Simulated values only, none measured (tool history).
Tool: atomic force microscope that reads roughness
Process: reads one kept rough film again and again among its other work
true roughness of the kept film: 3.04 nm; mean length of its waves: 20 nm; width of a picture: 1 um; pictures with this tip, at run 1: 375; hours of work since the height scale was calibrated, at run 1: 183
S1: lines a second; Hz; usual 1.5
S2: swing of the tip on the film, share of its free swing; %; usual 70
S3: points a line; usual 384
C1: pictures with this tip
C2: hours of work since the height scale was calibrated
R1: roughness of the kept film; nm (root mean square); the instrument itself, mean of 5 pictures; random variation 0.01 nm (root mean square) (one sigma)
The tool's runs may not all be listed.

run 1 day=0 | S1=1.5 S2=70 S3=384 | C1=375 C2=183 | R1=1.598
run 2 day=0.371 | S1=1.5 S2=70 S3=384 | C1=388 C2=188 | R1=1.577
-- day=0.446 new tip fitted
run 3 day=0.675 | S1=1.5 S2=70 S3=384 | C1=9 C2=192 | R1=2.322
run 4 day=0.912 | S1=1.5 S2=70 S3=384 | C1=17 C2=195 | R1=2.28
run 5 day=1.142 | S1=1.5 S2=70 S3=384 | C1=26 C2=198 | R1=2.261
run 6 day=1.446 | S1=1.5 S2=70 S3=384 | C1=37 C2=202 | R1=2.224
run 7 day=1.733 | S1=1.5 S2=80 S3=384 | C1=47 C2=206 | R1=2.123
run 8 day=2.008 | S1=1.5 S2=80 S3=384 | C1=58 C2=209 | R1=2.088
run 9 day=2.175 | S1=1.5 S2=70 S3=988 | C1=64 C2=212 | R1=2.202
run 10 day=2.512 | S1=1.5 S2=70 S3=988 | C1=76 C2=216 | R1=2.161
run 11 day=2.842 | S1=1.5 S2=77 S3=384 | C1=88 C2=221 | R1=2.049
run 12 day=3.004 | S1=1.46 S2=70 S3=384 | C1=94 C2=223 | R1=2.091
run 13 day=3.162 | S1=1.46 S2=70 S3=384 | C1=100 C2=225 | R1=2.07
run 14 day=3.35 | S1=1.5 S2=70 S3=384 | C1=107 C2=227 | R1=2.066
run 15 day=3.717 | S1=1.5 S2=70 S3=384 | C1=120 C2=232 | R1=2.021
run 16 day=4.067 | S1=1.5 S2=70 S3=362 | C1=133 C2=237 | R1=1.981
run 17 day=4.417 | S1=1.5 S2=70 S3=362 | C1=146 C2=242 | R1=1.972
run 18 day=4.575 | S1=2.62 S2=70 S3=384 | C1=152 C2=244 | R1=1.899
run 19 day=4.842 | S1=2.62 S2=70 S3=384 | C1=162 C2=248 | R1=1.887

Forecast run 20:
run 20 day=5.117 | S1=2.62 S2=70 S3=384 | C1=172 C2=251 | R1=?

Run 20 gave R1 1.848 nm (root mean square).
Without the tool's hidden state the same run would have given R1 2.241 nm (root mean square).
